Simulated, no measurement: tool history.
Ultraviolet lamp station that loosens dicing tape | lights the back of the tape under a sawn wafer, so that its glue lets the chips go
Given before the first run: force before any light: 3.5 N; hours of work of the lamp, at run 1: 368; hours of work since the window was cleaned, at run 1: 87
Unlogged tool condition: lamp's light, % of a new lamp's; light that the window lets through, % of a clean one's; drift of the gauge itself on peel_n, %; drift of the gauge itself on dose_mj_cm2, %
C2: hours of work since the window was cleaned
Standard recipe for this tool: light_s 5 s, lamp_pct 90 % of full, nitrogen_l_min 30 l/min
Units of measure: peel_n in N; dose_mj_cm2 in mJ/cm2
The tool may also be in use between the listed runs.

Run 1, hour 0.0: usual settings; hours of work of the lamp 368; C2 87. Result: peel_n 0.357 N, dose_mj_cm2 570 mJ/cm2.
Run 2, hour 46.3: usual settings; hours of work of the lamp 402; C2 120. Result: peel_n 0.353 N, dose_mj_cm2 569 mJ/cm2.
Run 3, hour 84.5: usual settings; hours of work of the lamp 430; C2 148. Result: peel_n 0.353 N, dose_mj_cm2 567 mJ/cm2.
Run 4, hour 131.3: usual settings; hours of work of the lamp 464; C2 182. Result: peel_n 0.363 N, dose_mj_cm2 569 mJ/cm2.
Run 5, hour 174.7: usual settings but lamp_pct 71 % of full; hours of work of the lamp 495; C2 214. Result: peel_n 0.524 N, dose_mj_cm2 455 mJ/cm2.
Run 6, hour 196.6: usual settings but lamp_pct 71 % of full; hours of work of the lamp 511; C2 230. Result: peel_n 0.483 N, dose_mj_cm2 450 mJ/cm2.
Run 7, hour 243.4: usual settings but light_s 6 s, lamp_pct 71 % of full; hours of work of the lamp 545; C2 264. Result: peel_n 0.376 N, dose_mj_cm2 541 mJ/cm2.
Run 8, hour 272.9: usual settings but lamp_pct 69 % of full; hours of work of the lamp 567; C2 285. Result: peel_n 0.525 N, dose_mj_cm2 437 mJ/cm2.
Run 9, hour 293.2: usual settings but lamp_pct 69 % of full; hours of work of the lamp 581; C2 300. Result: peel_n 0.508 N, dose_mj_cm2 436 mJ/cm2.
Run 10, hour 326.9: usual settings but lamp_pct 69 % of full; hours of work of the lamp 606; C2 325. Result: peel_n 0.522 N, dose_mj_cm2 434 mJ/cm2.
Run 11, hour 350.1: usual settings but lamp_pct 69 % of full; hours of work of the lamp 623; C2 342. Result: peel_n 0.517 N, dose_mj_cm2 437 mJ/cm2.
Run 12, hour 373.7: usual settings but lamp_pct 69 % of full, nitrogen_l_min 14 l/min; hours of work of the lamp 640; C2 359. Result: peel_n 0.766 N, dose_mj_cm2 436 mJ/cm2.
Run 13, hour 412.8: usual settings; hours of work of the lamp 669; C2 387. Result: peel_n 0.344 N, dose_mj_cm2 565 mJ/cm2.
Run 14, hour 455.1: usual settings; hours of work of the lamp 699; C2 418. Result: peel_n 0.354 N, dose_mj_cm2 572 mJ/cm2.
Run 15, hour 482.1: usual settings; hours of work of the lamp 719; C2 438. Result: peel_n 0.350 N, dose_mj_cm2 573 mJ/cm2.
Run 16, hour 523.4: usual settings but light_s 8 s; hours of work of the lamp 749; C2 468. Result: peel_n 0.196 N, dose_mj_cm2 910 mJ/cm2.
At hour 559.9: window cleaned of glue's vapour.
Run 17, hour 567.0: usual settings; hours of work of the lamp 780; C2 5. Result: peel_n 0.354 N, dose_mj_cm2 568 mJ/cm2.
Run 18, hour 590.4: usual settings; hours of work of the lamp 798; C2 22. Result: peel_n 0.367 N, dose_mj_cm2 575 mJ/cm2.
Run 19, hour 617.1: usual settings but nitrogen_l_min 14 l/min; hours of work of the lamp 817; C2 42. Result: peel_n 0.537 N, dose_mj_cm2 572 mJ/cm2.
Run 20, hour 649.6: usual settings but light_s 7 s, lamp_pct 63 % of full, nitrogen_l_min 26 l/min; hours of work of the lamp 841; C2 65. Result: peel_n 0.399 N, dose_mj_cm2 559 mJ/cm2.
Run 21, hour 677.2: usual settings but light_s 8 s, lamp_pct 61 % of full, nitrogen_l_min 29 l/min; hours of work of the lamp 861; C2 85. Result: peel_n 0.310 N, dose_mj_cm2 616 mJ/cm2.
Run 22, hour 697.8: usual settings but light_s 8 s, lamp_pct 61 % of full, nitrogen_l_min 29 l/min; hours of work of the lamp 876; C2 100. Result: peel_n 0.305 N, dose_mj_cm2 615 mJ/cm2.
Run 23, hour 724.6: usual settings but light_s 8 s, lamp_pct 61 % of full, nitrogen_l_min 29 l/min; hours of work of the lamp 895; C2 120. Result: peel_n 0.320 N, dose_mj_cm2 621 mJ/cm2.
Run 24, hour 745.2: usual settings but light_s 2 s, nitrogen_l_min 17 l/min; hours of work of the lamp 910; C2 135. Result: peel_n 1.452 N, dose_mj_cm2 226 mJ/cm2.
Run 25, hour 791.4: usual settings but light_s 4 s, lamp_pct 77 % of full, nitrogen_l_min 18 l/min; hours of work of the lamp 944; C2 169. Result: peel_n 0.784 N, dose_mj_cm2 391 mJ/cm2.
Run 26, hour 816.1: usual settings but light_s 4 s, lamp_pct 77 % of full, nitrogen_l_min 18 l/min; hours of work of the lamp 962; C2 187. Result: peel_n 0.774 N, dose_mj_cm2 391 mJ/cm2.
Run 27, hour 854.8: usual settings but light_s 3 s, lamp_pct 82 % of full, nitrogen_l_min 27 l/min; hours of work of the lamp 990; C2 215. Result: peel_n 0.900 N, dose_mj_cm2 307 mJ/cm2.
Run 28, hour 900.2: usual settings but light_s 3 s, lamp_pct 82 % of full, nitrogen_l_min 27 l/min; hours of work of the lamp 1023; C2 248. Result: peel_n 0.891 N, dose_mj_cm2 310 mJ/cm2.
Run 29, hour 938.6: usual settings but light_s 3 s, lamp_pct 70 % of full, nitrogen_l_min 27 l/min; hours of work of the lamp 1051; C2 276. Result: peel_n 1.084 N, dose_mj_cm2 268 mJ/cm2.
Run 30, hour 970.0: usual settings but light_s 3 s, lamp_pct 70 % of full, nitrogen_l_min 27 l/min; hours of work of the lamp 1074; C2 299. Result: peel_n 1.089 N, dose_mj_cm2 262 mJ/cm2.
Run 31, hour 993.4: usual settings but lamp_pct 75 % of full, nitrogen_l_min 28 l/min; hours of work of the lamp 1091; C2 316. Result: peel_n 0.490 N, dose_mj_cm2 473 mJ/cm2.
Run 32, hour 1027.5: usual settings but light_s 6 s; hours of work of the lamp 1116; C2 340. Result: peel_n 0.271 N, dose_mj_cm2 685 mJ/cm2.
Run 33, hour 1075.7: usual settings but light_s 6 s; hours of work of the lamp 1151; C2 376. Result: peel_n 0.264 N, dose_mj_cm2 686 mJ/cm2.
Run 34, hour 1099.3: usual settings but light_s 6 s; hours of work of the lamp 1168; C2 393. Result: peel_n 0.277 N, dose_mj_cm2 684 mJ/cm2.
Run 35, hour 1140.3: usual settings but light_s 6 s; hours of work of the lamp 1198; C2 423. Result: peel_n 0.264 N, dose_mj_cm2 679 mJ/cm2.
Run 36, hour 1184.3: usual settings but light_s 6 s; hours of work of the lamp 1230; C2 455. Result: peel_n 0.269 N, dose_mj_cm2 682 mJ/cm2.
At hour 1213.9: lamp changed.
Run 37, hour 1226.6: usual settings but nitrogen_l_min 21 l/min; hours of work of the lamp 9; C2 485. Result: peel_n 0.439 N, dose_mj_cm2 567 mJ/cm2.
At hour 1241.0: window cleaned of glue's vapour.
Run 38, hour 1262.9: usual settings but light_s 6 s, lamp_pct 72 % of full, nitrogen_l_min 20 l/min; hours of work of the lamp 35; C2 16. Result: peel_n 0.462 N, dose_mj_cm2 552 mJ/cm2.

Consider 5 possible next runs. They are alternatives, not a sequence: every one starts from the tool as it was left by run 38. What does each give?
Run A, hour 1298.8: usual settings but light_s 3 s, lamp_pct 91 % of full; hours of work of the lamp 61; C2 42. Result: peel_n ?, dose_mj_cm2 ?.
Run B, hour 1298.8: usual settings but light_s 4 s, lamp_pct 75 % of full, nitrogen_l_min 12 l/min; hours of work of the lamp 61; C2 42. Result: peel_n ?, dose_mj_cm2 ?.
Run C, hour 1298.8: usual settings but lamp_pct 72 % of full, nitrogen_l_min 14 l/min; hours of work of the lamp 61; C2 42. Result: peel_n ?, dose_mj_cm2 ?.
Run D, hour 1298.8: usual settings but light_s 4 s, lamp_pct 72 % of full, nitrogen_l_min 24 l/min; hours of work of the lamp 61; C2 42. Result: peel_n ?, dose_mj_cm2 ?.
Run E, hour 1298.8: usual settings but lamp_pct 74 % of full, nitrogen_l_min 10 l/min; hours of work of the lamp 61; C2 42. Result: peel_n ?, dose_mj_cm2 ?.

run  peel_n  dose_mj_cm2
  A   0.771          347
  B   0.994          384
  C   0.734          459
  D   0.758          366
  E   0.828          472
With the hidden condition removed and each run's random variation left untouched, the same runs would have given:
run  peel_n  dose_mj_cm2
  A   0.771          347
  B   0.994          384
  C   0.734          459
  D   0.758          366
  E   0.828          472
